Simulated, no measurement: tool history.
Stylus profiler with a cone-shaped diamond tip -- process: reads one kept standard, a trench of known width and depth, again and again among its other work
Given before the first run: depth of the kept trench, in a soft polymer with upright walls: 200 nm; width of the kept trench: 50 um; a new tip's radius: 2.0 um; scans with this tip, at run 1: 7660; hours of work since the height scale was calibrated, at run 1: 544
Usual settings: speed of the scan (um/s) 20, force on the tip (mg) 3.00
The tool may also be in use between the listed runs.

run   hour  speed of the scan (um/s)  force on the tip (mg)  scans with this tip  hours of work since the height scale was calibrated  depth of the trench (angstrom)  width of the trench's floor (nm)
  1    0.0                        20                   3.00                 7660                                                  544                          2026.5                             47670
  2   14.4                        20                   4.08                 7759                                                  551                          2032.0                             47730
  3   35.2                        20                   4.08                 7902                                                  561                          2032.6                             47650
  4   47.8                        20                   4.08                 7989                                                  568                          2031.6                             47650
  5   64.5                        20                   4.08                 8104                                                  576                          2030.9                             47640
  6   81.9                        20                   4.08                 8224                                                  584                          2032.0                             47630
  7   99.5                        18                   3.00                 8345                                                  593                          2025.0                             47610
  8  112.9                        20                   3.00                 8437                                                  599                          2027.3                             47650
  9  127.1                        20                   3.00                 8535                                                  606                          2026.6                             47640
 10  147.9                        20                   3.00                 8678                                                  617                          2026.3                             47610
 11  167.3                        20                   3.00                 8812                                                  626                          2026.9                             47530
 12  182.5                        27                   1.13                 8916                                                  634                          2014.7                             47480
 13  199.3                        16                   3.66                 9032                                                  642                          2029.0                             47570
 14  217.2                        16                   3.66                 9155                                                  650                          2030.1                             47660
 15  229.9                        16                   2.84                 9242                                                  657                          2025.3                             47610
 16  249.8                        46                   2.33                 9379                                                  666                          2022.9                             47430
 17  265.4                        64                   1.59                 9487                                                  674                          2017.3                             47230
 18  280.0                        64                   1.59                 9587                                                  681                          2019.8                             47230
 19  296.1                        64                   1.59                 9698                                                  689                          2018.4                             47210
 20  314.7                         8                   2.98                 9826                                                  698                          2023.9                             47630

Here are 4 independent what-if runs from the current tool condition. What would each one return?
  A  328.5                        41                   2.75                 9921                                                  705                               ?                                 ?
  B  328.5                         8                   4.00                 9921                                                  705                               ?                                 ?
  C  328.5                        24                   2.05                 9921                                                  705                               ?                                 ?
  D  328.5                        17                   3.00                 9921                                                  705                               ?                                 ?

run  depth of the trench (angstrom)  width of the trench's floor (nm)
  A                          2025.0                             47490
  B                          2032.2                             47590
  C                          2021.6                             47500
  D                          2027.2                             47640
The same runs, with their run-to-run variation unchanged, on a tool lacking any hidden condition would have given:
run  depth of the trench (angstrom)  width of the trench's floor (nm)
  A                          2021.4                             48100
  B                          2028.6                             48200
  C                          2018.0                             48110
  D                          2023.6                             48250
